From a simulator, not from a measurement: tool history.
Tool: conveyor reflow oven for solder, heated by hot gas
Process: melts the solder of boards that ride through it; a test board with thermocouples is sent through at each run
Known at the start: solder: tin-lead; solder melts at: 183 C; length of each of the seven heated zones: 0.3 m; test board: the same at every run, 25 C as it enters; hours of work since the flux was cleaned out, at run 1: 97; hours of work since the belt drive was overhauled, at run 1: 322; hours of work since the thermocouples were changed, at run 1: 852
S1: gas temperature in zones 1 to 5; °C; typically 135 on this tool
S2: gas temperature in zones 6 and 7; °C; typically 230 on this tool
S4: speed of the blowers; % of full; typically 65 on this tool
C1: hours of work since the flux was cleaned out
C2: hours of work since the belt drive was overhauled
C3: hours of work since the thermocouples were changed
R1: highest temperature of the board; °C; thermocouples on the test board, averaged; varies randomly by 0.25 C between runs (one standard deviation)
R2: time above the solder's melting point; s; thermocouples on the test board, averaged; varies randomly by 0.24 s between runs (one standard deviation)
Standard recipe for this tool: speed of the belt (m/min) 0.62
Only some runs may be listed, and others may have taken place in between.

{"run": 1, "day": 0.0, "S1": 135, "S2": 230, "speed of the belt (m/min)": 0.62, "S4": 65, "C1": 97, "C2": 322, "C3": 852, "R1": 205, "R2": 32.8}
{"run": 2, "day": 1.75, "S1": 135, "S2": 230, "speed of the belt (m/min)": 0.62, "S4": 65, "C1": 117, "C2": 342, "C3": 872, "R1": 205.1, "R2": 32.5}
{"run": 3, "day": 3.267, "S1": 135, "S2": 225, "speed of the belt (m/min)": 0.62, "S4": 65, "C1": 134, "C2": 359, "C3": 889, "R1": 200.5, "R2": 28.9}
{"run": 4, "day": 5.842, "S1": 135, "S2": 225, "speed of the belt (m/min)": 0.62, "S4": 65, "C1": 164, "C2": 389, "C3": 919, "R1": 200.8, "R2": 28.7}
{"day": 7.838, "done": "thermocouples of zones 6 and 7 changed"}
{"run": 5, "day": 8.608, "S1": 135, "S2": 230, "speed of the belt (m/min)": 0.62, "S4": 65, "C1": 194, "C2": 419, "C3": 9, "R1": 206.5, "R2": 34.3}
{"day": 9.35, "done": "flux residue cleaned out of gas plates and filters"}
{"run": 6, "day": 10.0, "S1": 135, "S2": 230, "speed of the belt (m/min)": 0.62, "S4": 65, "C1": 7, "C2": 433, "C3": 22, "R1": 207.6, "R2": 35.5}
{"run": 7, "day": 11.346, "S1": 135, "S2": 230, "speed of the belt (m/min)": 0.62, "S4": 65, "C1": 23, "C2": 448, "C3": 38, "R1": 207.4, "R2": 35.5}
{"run": 8, "day": 13.012, "S1": 135, "S2": 230, "speed of the belt (m/min)": 0.62, "S4": 69, "C1": 42, "C2": 467, "C3": 57, "R1": 208.9, "R2": 36.9}
{"run": 9, "day": 14.196, "S1": 135, "S2": 230, "speed of the belt (m/min)": 0.62, "S4": 69, "C1": 55, "C2": 481, "C3": 70, "R1": 209.2, "R2": 36.1}
{"run": 10, "day": 16.342, "S1": 135, "S2": 230, "speed of the belt (m/min)": 0.62, "S4": 78, "C1": 80, "C2": 505, "C3": 95, "R1": 211.7, "R2": 39.2}
{"run": 11, "day": 17.583, "S1": 135, "S2": 230, "speed of the belt (m/min)": 0.62, "S4": 78, "C1": 94, "C2": 519, "C3": 109, "R1": 212, "R2": 39.3}
{"run": 12, "day": 19.192, "S1": 135, "S2": 230, "speed of the belt (m/min)": 0.62, "S4": 78, "C1": 113, "C2": 538, "C3": 127, "R1": 211.6, "R2": 38.7}
{"run": 13, "day": 21.758, "S1": 135, "S2": 243, "speed of the belt (m/min)": 0.62, "S4": 65, "C1": 142, "C2": 567, "C3": 157, "R1": 217.2, "R2": 42.1}
{"run": 14, "day": 24.308, "S1": 135, "S2": 243, "speed of the belt (m/min)": 0.62, "S4": 65, "C1": 171, "C2": 596, "C3": 186, "R1": 216.7, "R2": 42.1}
{"run": 15, "day": 25.404, "S1": 135, "S2": 243, "speed of the belt (m/min)": 0.62, "S4": 65, "C1": 184, "C2": 609, "C3": 199, "R1": 216.9, "R2": 41.9}
{"day": 27.158, "done": "flux residue cleaned out of gas plates and filters"}
{"run": 16, "day": 28.254, "S1": 139, "S2": 228, "speed of the belt (m/min)": 0.505, "S4": 51, "C1": 13, "C2": 639, "C3": 229, "R1": 207.9, "R2": 45.6}

What will run 17 give?
{"run": 17, "day": 30.75, "S1": 144, "S2": 230, "speed of the belt (m/min)": 0.62, "S4": 65, "C1": 41, "C2": 668, "C3": 257, "R1": "?", "R2": "?"}

R1: 209.5 °C
R2: 38.8 s
Minus the tool's unlogged condition, the same run would have read R1 209.7 °C, R2 38.4 s.
